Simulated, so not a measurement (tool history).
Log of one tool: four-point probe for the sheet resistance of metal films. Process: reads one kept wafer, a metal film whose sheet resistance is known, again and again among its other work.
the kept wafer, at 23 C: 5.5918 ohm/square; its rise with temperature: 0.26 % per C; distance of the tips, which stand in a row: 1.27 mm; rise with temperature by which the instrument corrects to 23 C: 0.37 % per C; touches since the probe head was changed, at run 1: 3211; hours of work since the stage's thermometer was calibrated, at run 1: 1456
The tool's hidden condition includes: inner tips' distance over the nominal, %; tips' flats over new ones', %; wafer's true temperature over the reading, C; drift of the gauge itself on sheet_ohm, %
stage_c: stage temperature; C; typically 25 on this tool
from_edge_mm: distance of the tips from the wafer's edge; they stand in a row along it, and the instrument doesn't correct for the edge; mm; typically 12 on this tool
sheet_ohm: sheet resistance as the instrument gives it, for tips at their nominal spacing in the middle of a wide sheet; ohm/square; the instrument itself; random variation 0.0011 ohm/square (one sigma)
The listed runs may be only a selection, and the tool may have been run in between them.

run   hour  stage_c  from_edge_mm  touches since the probe head was changed  hours of work since the stage's thermometer was calibrated  sheet_ohm
  1      0       25            12                                      3211                                                        1456    5.61456
  2   11.3       22            12                                      3626                                                        1463   5.631212
  3   20.7       22            12                                      3969                                                        1468   5.630877
  4   35.2       22            12                                      4498                                                        1476   5.630823
  5   46.3       22            12                                      4906                                                        1483   5.631735
  6     54       25            35                                      5189                                                        1487   5.583791
  7   61.7       25            35                                      5469                                                        1491   5.584454
  8   76.8       25            35                                      6022                                                        1500   5.583819
  9     89       25            12                                      6470                                                        1507   5.614074
 10   96.5       25            12                                      6742                                                        1511   5.612474
 11  103.4       25            12                                      6997                                                        1515   5.612756
 12  110.7       25            12                                      7261                                                        1519   5.612664
 13    118       21            12                                      7528                                                        1524   5.636168
 14  131.6       21            12                                      8026                                                        1531   5.637463
 15  140.1       21            12                                      8336                                                        1536   5.636613
 16  153.8       21            12                                      8841                                                        1544   5.639338
 17  160.1       21            12                                      9071                                                        1548   5.637555
 18  175.5       25            12                                      9633                                                        1557   5.611632
 19  188.7       25            12                                     10117                                                        1564   5.613258
 20  199.5       25            13                                     10512                                                        1570   5.608946
 21  211.6       25            13                                     10954                                                        1577   5.607971
 22  220.5       25             7                                     11279                                                        1582   5.678611
 23  228.9       25             7                                     11586                                                        1587   5.676323
 24  235.5       25             7                                     11828                                                        1591   5.677683
 25    249       29            10                                     12324                                                        1599   5.601952
 26  260.8       33            37                                     12755                                                        1605   5.536567
 27  272.7       20            24                                     13189                                                        1612   5.620169
 28  287.1       24             4                                     13717                                                        1620   5.871434
 29  300.6       24             4                                     14210                                                        1628   5.870453
 30  308.2       26            37                                     14488                                                        1632   5.575743
 31  316.2       25            19                                     14782                                                        1637   5.592131
 32  325.1       25            19                                     15107                                                        1642   5.590599
 33    337       32            28                                     15544                                                        1649   5.544902
 34  349.4       30             8                                     15997                                                        1656   5.623917
 35  360.3       30             8                                     16398                                                        1662   5.624691

The next listed run, before its measurement:
 36  368.7       31             3                                     16704                                                        1667          ?

{"run 36": {"sheet_ohm": 6.02829}}
Take away the tool's hidden state, keep the run-to-run variation as it was, and the same run would have given sheet_ohm 6.02852 ohm/square.
